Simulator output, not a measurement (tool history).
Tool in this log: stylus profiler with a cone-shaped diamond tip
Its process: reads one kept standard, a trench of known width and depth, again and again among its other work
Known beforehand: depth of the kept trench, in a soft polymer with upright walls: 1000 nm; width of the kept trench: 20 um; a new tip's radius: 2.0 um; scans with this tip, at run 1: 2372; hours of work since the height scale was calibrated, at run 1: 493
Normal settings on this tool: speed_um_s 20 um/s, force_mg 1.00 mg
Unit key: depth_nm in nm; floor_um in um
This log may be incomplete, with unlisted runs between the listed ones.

run,hour,speed_um_s,force_mg,scans with this tip,hours of work since the height scale was calibrated,depth_nm,floor_um
1,0.0,20,1.00,2372,493,1001.82,15.64
2,15.0,11,1.00,2407,501,1002.02,15.73
3,29.1,11,1.00,2439,507,1001.68,15.75
4,43.9,20,0.65,2473,514,1001.13,15.61
5,61.5,20,0.65,2514,523,1001.13,15.62
6,78.1,20,0.84,2552,531,1001.47,15.65
7,96.1,20,0.81,2594,539,1001.73,15.57
8,111.1,20,0.81,2628,547,1001.32,15.60
9,132.7,20,0.43,2678,557,1000.60,15.49
10,148.6,9,2.28,2715,565,1004.24,15.77
11,166.7,9,1.02,2756,573,1001.81,15.73
12,190.0,9,1.02,2810,584,1001.94,15.70
13,215.2,9,1.02,2868,597,1002.10,15.67

Below are 4 alternative next runs, each starting from the tool's condition after run 13. Predict each:
A,236.6,7,1.97,2917,607,?,?
B,236.6,35,1.02,2917,607,?,?
C,236.6,8,1.04,2917,607,?,?
D,236.6,8,0.79,2917,607,?,?

run,depth_nm,floor_um
A,1003.44,15.67
B,1001.98,15.40
C,1002.15,15.71
D,1001.47,15.65
Without the tool's unlogged condition, the same runs would have read:
run,depth_nm,floor_um
A,1004.70,16.46
B,1003.23,16.19
C,1003.41,16.50
D,1002.73,16.44
